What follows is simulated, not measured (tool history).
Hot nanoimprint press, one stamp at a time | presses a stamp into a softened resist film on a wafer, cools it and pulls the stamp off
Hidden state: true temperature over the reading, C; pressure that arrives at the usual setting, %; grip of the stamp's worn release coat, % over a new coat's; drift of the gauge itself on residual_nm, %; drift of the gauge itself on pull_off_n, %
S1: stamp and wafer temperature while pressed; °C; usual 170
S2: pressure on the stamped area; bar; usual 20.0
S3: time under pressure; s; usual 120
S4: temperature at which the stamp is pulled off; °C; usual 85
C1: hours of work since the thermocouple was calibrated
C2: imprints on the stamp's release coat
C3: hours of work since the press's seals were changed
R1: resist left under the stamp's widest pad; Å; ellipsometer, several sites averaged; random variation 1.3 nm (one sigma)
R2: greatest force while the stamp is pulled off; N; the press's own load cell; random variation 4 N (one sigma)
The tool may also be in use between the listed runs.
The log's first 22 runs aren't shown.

run,hour,S1,S2,S3,S4,C1,C2,C3,R1,R2
23,149.4,168,20.8,202,91,315,839,120,1626,195
24,156.6,168,20.8,202,91,318,859,123,1616,201
25,163.4,172,20.0,180,80,322,878,127,1420,256
26,169.6,174,20.0,198,80,325,896,130,1222,251
27,179.0,174,19.5,122,80,330,922,134,1517,249
28,187.0,168,30.6,122,80,334,944,138,1695,251
29,195.3,168,30.6,122,92,338,968,143,1689,197
30,204.1,180,18.4,120,93,342,993,147,1188,188

4 ways to go on from here, each from the tool as it stands after run 30. What would each give?
A,210.8,170,26.1,120,85,346,1011,150,?,?
B,210.8,180,23.4,120,76,346,1011,150,?,?
C,210.8,173,18.4,120,93,346,1011,150,?,?
D,210.8,171,12.9,120,80,346,1011,150,?,?

run,R1,R2
A,1646,230
B,1076,270
C,1635,193
D,2050,252
Without the tool's hidden state the same runs would have given:
run,R1,R2
A,1765,191
B,1150,223
C,1753,161
D,2187,208
